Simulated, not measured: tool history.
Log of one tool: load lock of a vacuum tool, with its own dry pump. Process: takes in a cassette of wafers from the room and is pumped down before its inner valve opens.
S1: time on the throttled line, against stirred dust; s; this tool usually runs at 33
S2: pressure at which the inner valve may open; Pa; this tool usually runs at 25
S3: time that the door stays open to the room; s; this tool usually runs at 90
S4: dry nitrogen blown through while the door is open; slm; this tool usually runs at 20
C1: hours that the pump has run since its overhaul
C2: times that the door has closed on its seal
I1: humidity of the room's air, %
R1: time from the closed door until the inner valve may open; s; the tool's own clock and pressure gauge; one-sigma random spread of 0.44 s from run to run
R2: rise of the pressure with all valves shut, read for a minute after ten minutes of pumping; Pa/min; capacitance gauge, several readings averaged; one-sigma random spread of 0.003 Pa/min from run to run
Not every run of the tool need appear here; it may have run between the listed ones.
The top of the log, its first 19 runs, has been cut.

{"run": 20, "hour": 1938.8, "S1": 33, "S2": 48, "S3": 36, "S4": 33, "C1": 1300, "C2": 16439, "I1": 45.3, "R1": 62.1, "R2": 0.012}
{"run": 21, "hour": 2028.2, "S1": 43, "S2": 25, "S3": 60, "S4": 20, "C1": 1389, "C2": 16639, "I1": 46.1, "R1": 72.8, "R2": 0.027}
{"run": 22, "hour": 2162.2, "S1": 56, "S2": 25, "S3": 90, "S4": 20, "C1": 1523, "C2": 16939, "I1": 45.5, "R1": 82.0, "R2": 0.039}
{"run": 23, "hour": 2230.7, "S1": 23, "S2": 25, "S3": 151, "S4": 7, "C1": 1592, "C2": 17092, "I1": 42.8, "R1": 58.1, "R2": 0.086}
{"run": 24, "hour": 2294.7, "S1": 23, "S2": 25, "S3": 151, "S4": 7, "C1": 1656, "C2": 17235, "I1": 44.3, "R1": 57.6, "R2": 0.089}
{"run": 25, "hour": 2383.3, "S1": 33, "S2": 25, "S3": 90, "S4": 27, "C1": 1744, "C2": 17433, "I1": 45.4, "R1": 65.4, "R2": 0.028}
{"run": 26, "hour": 2458.8, "S1": 33, "S2": 25, "S3": 90, "S4": 27, "C1": 1820, "C2": 17602, "I1": 44.9, "R1": 66.0, "R2": 0.032}
{"run": 27, "hour": 2551.8, "S1": 33, "S2": 25, "S3": 90, "S4": 27, "C1": 1913, "C2": 17810, "I1": 42.8, "R1": 64.7, "R2": 0.03}
{"run": 28, "hour": 2632.6, "S1": 61, "S2": 25, "S3": 198, "S4": 32, "C1": 1993, "C2": 17991, "I1": 45.3, "R1": 85.2, "R2": 0.044}
{"run": 29, "hour": 2751.5, "S1": 33, "S2": 50, "S3": 176, "S4": 20, "C1": 2112, "C2": 18257, "I1": 45.5, "R1": 62.3, "R2": 0.056}
{"run": 30, "hour": 2864.4, "S1": 25, "S2": 50, "S3": 188, "S4": 20, "C1": 2225, "C2": 18509, "I1": 47.5, "R1": 55.5, "R2": 0.061}
{"run": 31, "hour": 2985.2, "S1": 25, "S2": 50, "S3": 188, "S4": 20, "C1": 2346, "C2": 18779, "I1": 48.9, "R1": 56.6, "R2": 0.068}
{"run": 32, "hour": 3119.2, "S1": 25, "S2": 50, "S3": 188, "S4": 20, "C1": 2480, "C2": 19079, "I1": 42.5, "R1": 56.1, "R2": 0.064}
{"run": 33, "hour": 3197.8, "S1": 25, "S2": 50, "S3": 188, "S4": 20, "C1": 2559, "C2": 19255, "I1": 44.1, "R1": 56.5, "R2": 0.054}
{"run": 34, "hour": 3342.3, "S1": 27, "S2": 40, "S3": 90, "S4": 10, "C1": 2703, "C2": 19578, "I1": 43.3, "R1": 58.4, "R2": 0.046}
{"run": 35, "hour": 3490.9, "S1": 27, "S2": 40, "S3": 90, "S4": 10, "C1": 2852, "C2": 19910, "I1": 42.4, "R1": 59.4, "R2": 0.047}
{"run": 36, "hour": 3578.9, "S1": 55, "S2": 25, "S3": 81, "S4": 35, "C1": 2940, "C2": 20107, "I1": 42.5, "R1": 80.9, "R2": 0.021}
{"run": 37, "hour": 3722.5, "S1": 55, "S2": 25, "S3": 81, "S4": 35, "C1": 3083, "C2": 20428, "I1": 51.6, "R1": 81.1, "R2": 0.025}

Forecast each of these 3 alternatives for the next run:
{"run": "A", "hour": 3810.3, "S1": 49, "S2": 25, "S3": 81, "S4": 35, "C1": 3171, "C2": 20624, "I1": 45.0, "R1": "?", "R2": "?"}
{"run": "B", "hour": 3810.3, "S1": 62, "S2": 25, "S3": 199, "S4": 35, "C1": 3171, "C2": 20624, "I1": 45.9, "R1": "?", "R2": "?"}
{"run": "C", "hour": 3810.3, "S1": 34, "S2": 19, "S3": 90, "S4": 4, "C1": 3171, "C2": 20624, "I1": 45.7, "R1": "?", "R2": "?"}

run=A R1=76.3 R2=0.020
run=B R1=86.0 R2=0.046
run=C R1=68.5 R2=0.075
The same runs, with their run-to-run variation unchanged, on a tool lacking any hidden condition would have given:
run=A R1=76.2 R2=0.019
run=B R1=86.0 R2=0.046
run=C R1=68.5 R2=0.074
